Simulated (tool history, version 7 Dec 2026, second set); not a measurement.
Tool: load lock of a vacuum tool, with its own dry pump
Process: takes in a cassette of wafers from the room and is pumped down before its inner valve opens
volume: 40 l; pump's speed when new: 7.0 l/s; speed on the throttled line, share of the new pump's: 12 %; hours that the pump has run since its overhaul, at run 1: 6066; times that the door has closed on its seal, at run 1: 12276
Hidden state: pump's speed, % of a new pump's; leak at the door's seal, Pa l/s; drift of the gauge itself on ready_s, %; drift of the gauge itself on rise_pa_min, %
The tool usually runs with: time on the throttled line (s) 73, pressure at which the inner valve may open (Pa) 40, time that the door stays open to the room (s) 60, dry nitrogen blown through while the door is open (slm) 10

run,day,time on the throttled line (s),pressure at which the inner valve may open (Pa),time that the door stays open to the room (s),dry nitrogen blown through while the door is open (slm),hours that the pump has run since its overhaul,times that the door has closed on its seal,"incoming humidity of the room's air, %",time from the closed door until the inner valve may open (s),rise of the pressure with all valves shut (Pa/min)
1,0,73,40,60,10,6066,12276,47,109.3,0.03
2,3.788,73,40,60,10,6157,12574,46.5,109.1,0.03
3,7.388,73,40,60,10,6243,12858,48.2,109.4,0.026
4,12.221,73,40,60,10,6359,13238,40.7,109.5,0.022
5,15.433,73,40,60,10,6437,13492,41.6,109.6,0.031
6,19.629,54,40,60,10,6537,13822,43.8,92.4,0.026
7,23,54,40,60,10,6618,14088,40.7,93,0.024
8,25.388,54,40,60,10,6675,14275,46.6,93,0.028
9,30.042,54,40,128,10,6787,14642,44,92.2,0.04
10,32.517,54,40,128,10,6847,14837,43.5,92,0.042
11,36.421,54,40,128,10,6940,15144,44,92.5,0.043
12,41.096,73,34,60,6,7052,15513,44.9,110.5,0.036
13,43.7,73,34,60,6,7115,15718,48.9,111,0.034
14,46.462,55,28,28,18,7181,15935,45.5,95.9,0.016
15,51.296,41,28,28,18,7297,16316,43.2,82.9,0.013
16,56.108,73,40,60,33,7413,16695,43.7,109.1,0.017
17,60.738,40,61,168,9,7524,17059,43.8,77.6,0.05
18,63.529,40,61,106,9,7591,17279,46.1,77,0.041
19,66.492,73,57,60,10,7662,17512,46.1,107.6,0.026

Forecast each of these 3 alternatives for the next run:
A,69.292,73,57,114,41,7729,17733,45.8,?,?
B,69.292,105,36,210,10,7729,17733,44,?,?
C,69.292,40,40,60,10,7729,17733,44.7,?,?

run,time from the closed door until the inner valve may open (s),rise of the pressure with all valves shut (Pa/min)
A,107,0.019
B,137.3,0.056
C,80.3,0.026
Without the tool's hidden state the same runs would have given:
run,time from the closed door until the inner valve may open (s),rise of the pressure with all valves shut (Pa/min)
A,107,0.019
B,137.3,0.055
C,80.3,0.026
